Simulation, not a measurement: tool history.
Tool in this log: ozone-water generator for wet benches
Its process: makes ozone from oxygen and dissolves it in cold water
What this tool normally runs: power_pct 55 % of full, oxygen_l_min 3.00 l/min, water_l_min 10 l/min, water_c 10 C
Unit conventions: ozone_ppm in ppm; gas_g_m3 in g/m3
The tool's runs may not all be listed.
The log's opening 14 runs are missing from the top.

run,hour,power_pct,oxygen_l_min,water_l_min,water_c,ozone_ppm,gas_g_m3
15,814.6,55,3.00,10,6,20.6,182.3
16,888.3,97,3.00,10,10,31.3,289.2
17,949.6,73,4.70,11,5,25.8,195.7
18,1004.3,73,4.70,11,5,25.7,193.6
19,1074.0,52,2.13,10,10,17.4,196.1
20,1118.2,89,2.13,11,10,23.6,304.9
21,1183.1,55,1.62,10,7,16.8,228.6
22,1251.5,55,1.55,15,6,10.0,233.4
23,1324.5,55,1.79,15,13,10.2,219.2
24,1390.2,55,1.79,15,9,10.2,218.2
25,1433.3,94,1.79,15,7,16.2,340.9
26,1469.5,47,2.98,13,8,13.0,158.7
# hour 1484.3: gauge calibrated
27,1531.3,65,2.98,13,10,16.4,214.3
28,1587.0,65,2.98,13,10,16.8,213.1
29,1619.7,55,3.00,12,10,16.2,186.4
30,1666.2,82,3.00,10,10,26.7,254.5
31,1738.9,99,4.30,10,13,31.6,259.9
32,1802.6,99,4.30,10,13,31.5,261.0

Here are 4 independent what-if runs from the current tool condition. What would each one return?
# hour 1838.1: water thermometer calibrated
A,1859.9,80,4.30,10,13,?,?
# hour 1838.1: water thermometer calibrated
B,1859.9,45,2.45,8,10,?,?
# hour 1838.1: water thermometer calibrated
C,1859.9,50,3.00,11,18,?,?
# hour 1838.1: water thermometer calibrated
D,1859.9,99,5.05,10,13,?,?

run,ozone_ppm,gas_g_m3
A,26.3,218.9
B,19.8,170.1
C,14.6,171.0
D,32.2,245.3
With the hidden condition removed and each run's random variation left untouched, the same runs would have given:
run,ozone_ppm,gas_g_m3
A,26.4,220.6
B,19.9,171.4
C,14.6,172.3
D,32.3,247.3
